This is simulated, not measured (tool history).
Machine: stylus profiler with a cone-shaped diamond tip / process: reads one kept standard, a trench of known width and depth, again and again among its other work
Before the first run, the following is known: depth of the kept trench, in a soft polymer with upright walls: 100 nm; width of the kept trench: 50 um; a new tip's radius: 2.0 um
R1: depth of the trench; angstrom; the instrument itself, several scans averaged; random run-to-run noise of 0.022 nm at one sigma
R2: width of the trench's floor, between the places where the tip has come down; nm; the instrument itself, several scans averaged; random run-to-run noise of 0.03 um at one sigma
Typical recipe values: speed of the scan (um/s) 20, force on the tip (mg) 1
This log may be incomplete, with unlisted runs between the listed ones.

run 1 hour=0 | speed_of_the_scan_(um/s)=20 force_on_the_tip_(mg)=1 | R1=1005.4 R2=48480
run 2 hour=30.4 | speed_of_the_scan_(um/s)=20 force_on_the_tip_(mg)=1 | R1=1005.2 R2=48470
run 3 hour=61.4 | speed_of_the_scan_(um/s)=20 force_on_the_tip_(mg)=0.76 | R1=1004.5 R2=48400
run 4 hour=80.6 | speed_of_the_scan_(um/s)=20 force_on_the_tip_(mg)=0.76 | R1=1004.2 R2=48350
run 5 hour=95.5 | speed_of_the_scan_(um/s)=19 force_on_the_tip_(mg)=0.76 | R1=1004.1 R2=48390
run 6 hour=111.7 | speed_of_the_scan_(um/s)=19 force_on_the_tip_(mg)=0.76 | R1=1003.8 R2=48330
run 7 hour=127.4 | speed_of_the_scan_(um/s)=20 force_on_the_tip_(mg)=0.36 | R1=1002.5 R2=48250
run 8 hour=142.5 | speed_of_the_scan_(um/s)=20 force_on_the_tip_(mg)=0.45 | R1=1002.3 R2=48340
run 9 hour=168 | speed_of_the_scan_(um/s)=20 force_on_the_tip_(mg)=0.45 | R1=1002.3 R2=48310
run 10 hour=201.4 | speed_of_the_scan_(um/s)=20 force_on_the_tip_(mg)=0.45 | R1=1002.1 R2=48340
run 11 hour=222.1 | speed_of_the_scan_(um/s)=20 force_on_the_tip_(mg)=1.49 | R1=1006.7 R2=48340
run 12 hour=245.2 | speed_of_the_scan_(um/s)=30 force_on_the_tip_(mg)=1.49 | R1=1006.6 R2=48260
run 13 hour=260.1 | speed_of_the_scan_(um/s)=30 force_on_the_tip_(mg)=1.49 | R1=1006.6 R2=48270
run 14 hour=292.6 | speed_of_the_scan_(um/s)=5 force_on_the_tip_(mg)=1 | R1=1004.3 R2=48400
run 15 hour=314.9 | speed_of_the_scan_(um/s)=5 force_on_the_tip_(mg)=1 | R1=1004.4 R2=48390
run 16 hour=340.3 | speed_of_the_scan_(um/s)=5 force_on_the_tip_(mg)=1 | R1=1004.2 R2=48410
run 17 hour=373 | speed_of_the_scan_(um/s)=5 force_on_the_tip_(mg)=1 | R1=1004.1 R2=48440
run 18 hour=389.6 | speed_of_the_scan_(um/s)=5 force_on_the_tip_(mg)=1 | R1=1004.4 R2=48390
run 19 hour=417.6 | speed_of_the_scan_(um/s)=43 force_on_the_tip_(mg)=0.68 | R1=1002.9 R2=48030
run 20 hour=447.8 | speed_of_the_scan_(um/s)=43 force_on_the_tip_(mg)=0.68 | R1=1003 R2=47970
run 21 hour=466.1 | speed_of_the_scan_(um/s)=51 force_on_the_tip_(mg)=0.68 | R1=1002.8 R2=47930
run 22 hour=491.3 | speed_of_the_scan_(um/s)=71 force_on_the_tip_(mg)=1.87 | R1=1007 R2=48020
run 23 hour=510.8 | speed_of_the_scan_(um/s)=11 force_on_the_tip_(mg)=2.74 | R1=1009.4 R2=48340
run 24 hour=532.2 | speed_of_the_scan_(um/s)=11 force_on_the_tip_(mg)=2.74 | R1=1009.1 R2=48340
run 25 hour=546.4 | speed_of_the_scan_(um/s)=11 force_on_the_tip_(mg)=0.64 | R1=1002.2 R2=48280
run 26 hour=567.2 | speed_of_the_scan_(um/s)=11 force_on_the_tip_(mg)=0.64 | R1=1002.1 R2=48220
run 27 hour=595.7 | speed_of_the_scan_(um/s)=65 force_on_the_tip_(mg)=0.96 | R1=1003.3 R2=47810
run 28 hour=620 | speed_of_the_scan_(um/s)=65 force_on_the_tip_(mg)=1.12 | R1=1003.7 R2=47800
run 29 hour=635.9 | speed_of_the_scan_(um/s)=60 force_on_the_tip_(mg)=0.79 | R1=1002.4 R2=47740
run 30 hour=655.3 | speed_of_the_scan_(um/s)=60 force_on_the_tip_(mg)=0.79 | R1=1002.4 R2=47760
run 31 hour=679.3 | speed_of_the_scan_(um/s)=13 force_on_the_tip_(mg)=1 | R1=1003.1 R2=48190
run 32 hour=710.9 | speed_of_the_scan_(um/s)=13 force_on_the_tip_(mg)=1 | R1=1002.9 R2=48130
run 33 hour=738.8 | speed_of_the_scan_(um/s)=13 force_on_the_tip_(mg)=1 | R1=1003.2 R2=48140
run 34 hour=762.4 | speed_of_the_scan_(um/s)=13 force_on_the_tip_(mg)=1 | R1=1002.8 R2=48180

Each row is a separate what-if for the run after 34, all from the same tool condition, not one after another. Results?
run A hour=779.4 | speed_of_the_scan_(um/s)=28 force_on_the_tip_(mg)=1.41 | R1=? R2=?
run B hour=779.4 | speed_of_the_scan_(um/s)=13 force_on_the_tip_(mg)=1.36 | R1=? R2=?
run C hour=779.4 | speed_of_the_scan_(um/s)=18 force_on_the_tip_(mg)=1.31 | R1=? R2=?
run D hour=779.4 | speed_of_the_scan_(um/s)=40 force_on_the_tip_(mg)=0.45 | R1=? R2=?
run E hour=779.4 | speed_of_the_scan_(um/s)=77 force_on_the_tip_(mg)=2 | R1=? R2=?

run=A R1=1004.4 R2=48010
run=B R1=1004.3 R2=48110
run=C R1=1004.1 R2=48130
run=D R1=1000.6 R2=47800
run=E R1=1006.7 R2=47830
With the hidden condition removed and each run's random variation left untouched, the same runs would have given:
run=A R1=1007.2 R2=48540
run=B R1=1007.2 R2=48630
run=C R1=1006.9 R2=48650
run=D R1=1003.4 R2=48320
run=E R1=1009.5 R2=48350

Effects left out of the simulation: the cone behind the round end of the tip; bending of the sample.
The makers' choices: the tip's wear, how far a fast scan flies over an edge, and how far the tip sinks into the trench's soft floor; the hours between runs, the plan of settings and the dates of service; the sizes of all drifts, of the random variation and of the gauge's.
